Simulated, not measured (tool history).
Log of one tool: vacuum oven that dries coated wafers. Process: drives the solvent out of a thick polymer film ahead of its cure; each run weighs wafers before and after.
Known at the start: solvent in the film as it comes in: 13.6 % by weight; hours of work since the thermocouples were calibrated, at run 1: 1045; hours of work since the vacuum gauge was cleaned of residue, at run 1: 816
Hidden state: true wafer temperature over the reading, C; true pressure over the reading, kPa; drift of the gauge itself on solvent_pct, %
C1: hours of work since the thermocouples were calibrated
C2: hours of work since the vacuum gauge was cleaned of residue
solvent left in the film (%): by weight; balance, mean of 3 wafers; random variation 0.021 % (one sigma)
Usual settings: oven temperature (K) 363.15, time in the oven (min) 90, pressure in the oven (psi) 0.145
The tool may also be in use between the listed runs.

Run 1, day 0: usual settings; C1 1045; C2 816. Result: solvent left in the film (%) 1.37.
Run 2, day 2.483: usual settings but oven temperature (K) 359.15; C1 1072; C2 844. Result: solvent left in the film (%) 1.85.
Run 3, day 5.071: usual settings but oven temperature (K) 359.15; C1 1101; C2 873. Result: solvent left in the film (%) 1.81.
Run 4, day 6.567: usual settings but oven temperature (K) 359.15; C1 1118; C2 889. Result: solvent left in the film (%) 1.82.
Run 5, day 8.496: usual settings but oven temperature (K) 358.15; C1 1139; C2 911. Result: solvent left in the film (%) 1.97.
Run 6, day 10.433: usual settings but oven temperature (K) 358.15; C1 1161; C2 932. Result: solvent left in the film (%) 1.97.
Run 7, day 12.129: usual settings but oven temperature (K) 353.15, time in the oven (min) 48, pressure in the oven (psi) 0.081; C1 1180; C2 951. Result: solvent left in the film (%) 4.68.
Run 8, day 13.675: usual settings but oven temperature (K) 353.15, time in the oven (min) 112, pressure in the oven (psi) 0.281; C1 1197; C2 969. Result: solvent left in the film (%) 3.87.
Run 9, day 15.183: usual settings but oven temperature (K) 353.15, time in the oven (min) 112, pressure in the oven (psi) 0.281; C1 1214; C2 985. Result: solvent left in the film (%) 3.84.
Run 10, day 17.042: usual settings but oven temperature (K) 349.15, pressure in the oven (psi) 0.326; C1 1235; C2 1006. Result: solvent left in the film (%) 6.04.
Run 11, day 19.821: usual settings but oven temperature (K) 349.15, pressure in the oven (psi) 0.326; C1 1266; C2 1037. Result: solvent left in the film (%) 6.04.
Run 12, day 22.404: usual settings but oven temperature (K) 349.15, pressure in the oven (psi) 0.326; C1 1295; C2 1066. Result: solvent left in the film (%) 5.94.

4 ways to go on from here, each from the tool as it stands after run 12. What would each give?
Run A, day 23.942: usual settings but oven temperature (K) 373.15, time in the oven (min) 54, pressure in the oven (psi) 0.116; C1 1312; C2 1083. Result: solvent left in the film (%) ?.
Run B, day 23.942: usual settings but oven temperature (K) 373.15, pressure in the oven (psi) 0.17; C1 1312; C2 1083. Result: solvent left in the film (%) ?.
Run C, day 23.942: usual settings but oven temperature (K) 349.15, pressure in the oven (psi) 0.181; C1 1312; C2 1083. Result: solvent left in the film (%) ?.
Run D, day 23.942: usual settings but pressure in the oven (psi) 0.254; C1 1312; C2 1083. Result: solvent left in the film (%) ?.

run  solvent left in the film (%)
  A                          0.75
  B                          0.92
  C                          4.59
  D                          2.05
Without the tool's unlogged condition, the same runs would have read:
run  solvent left in the film (%)
  A                          0.83
  B                          0.92
  C                          5.46
  D                          2.33

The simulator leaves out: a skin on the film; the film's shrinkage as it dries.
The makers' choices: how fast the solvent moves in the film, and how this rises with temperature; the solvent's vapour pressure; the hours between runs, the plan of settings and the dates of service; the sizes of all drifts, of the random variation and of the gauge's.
